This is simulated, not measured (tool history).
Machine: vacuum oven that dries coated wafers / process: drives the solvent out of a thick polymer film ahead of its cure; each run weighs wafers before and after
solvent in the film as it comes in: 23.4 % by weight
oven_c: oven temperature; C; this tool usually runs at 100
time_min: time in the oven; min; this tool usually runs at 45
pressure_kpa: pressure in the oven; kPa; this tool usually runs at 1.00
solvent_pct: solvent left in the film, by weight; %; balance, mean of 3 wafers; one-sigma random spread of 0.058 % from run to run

run   hour  oven_c  time_min  pressure_kpa  solvent_pct
  1    0.0     100        45          1.00         3.08
  2   17.8     100        45          1.00         3.00
  3   27.5     100        45          1.00         3.07
  4   37.4     100        45          1.00         3.04
  5   50.8     100        56          1.00         2.31
  6   61.3     100        56          1.00         2.36
  7   72.2     100        56          1.00         2.43
  8   87.1     100        45          1.23         3.24
  9   99.4     100        54          1.23         2.72
 10  118.1     100        54          1.23         2.69
 11  137.0     100        54          1.23         2.76
 12  150.6     100        54          1.23         2.78
 13  164.8     100        54          1.23         2.61
 14  173.8     106        45          1.00         2.01
 15  185.1     106        45          1.00         2.09
 16  196.7     106        45          1.00         2.12
 17  209.9     106        45          1.00         1.99
 18  227.6     106        45          1.00         2.02
 19  238.3     101        45          1.00         2.92
 20  252.0     101        45          1.00         2.87
 21  262.9     104        45          1.00         2.38
 22  277.9     104        45          1.00         2.36
 23  294.4     104        45          1.00         2.30
 24  307.3     104        45          1.00         2.38
 25  326.5     104        45          1.00         2.34
 26  341.6      93        73          0.64         2.09
 27  354.0      99        53          3.67         6.44
 28  368.6     100        23          0.95         6.46
 29  384.7     100        45          0.81         2.82
 30  395.5      92        77          3.04         6.66
     403.2  -- oven's thermocouples calibrated
 31  416.0      92        77          3.04         6.58
 32  424.1      92        77          3.04         6.70
 33  440.3      92        77          3.04         6.67
 34  451.5      92        77          3.04         6.70
 35  461.4      92        77          3.04         6.68
 36  476.0      92        77          3.04         6.65
 37  489.2      92        77          3.04         6.60
 38  500.9      90        78          1.00         3.08
 39  514.7     112        46          2.61         2.87
 40  529.7     109        57          3.74         4.20
 41  545.0      98        36          1.00         4.52
 42  560.9      98        36          2.96         7.16
 43  574.7      98        36          2.96         7.11
 44  582.7     104        36          2.96         5.37
 45  590.7     104        36          2.96         5.29
 46  605.6     104        36          2.96         5.41

Consider 5 possible next runs. They are alternatives, not a sequence: every one starts from the tool as it was left by run 46. What does each give?
  A  617.6     109        36          2.52            ?
  B  617.6      93        69          0.77            ?
  C  617.6      97        29          2.44            ?
  D  617.6      88        52          2.96            ?
  E  617.6     101        63          0.81            ?

run  solvent_pct
  A         3.70
  B         2.50
  C         7.84
  D         9.17
  E         1.66
Without the tool's hidden state the same runs would have given:
run  solvent_pct
  A         3.69
  B         2.49
  C         7.83
  D         9.16
  E         1.65
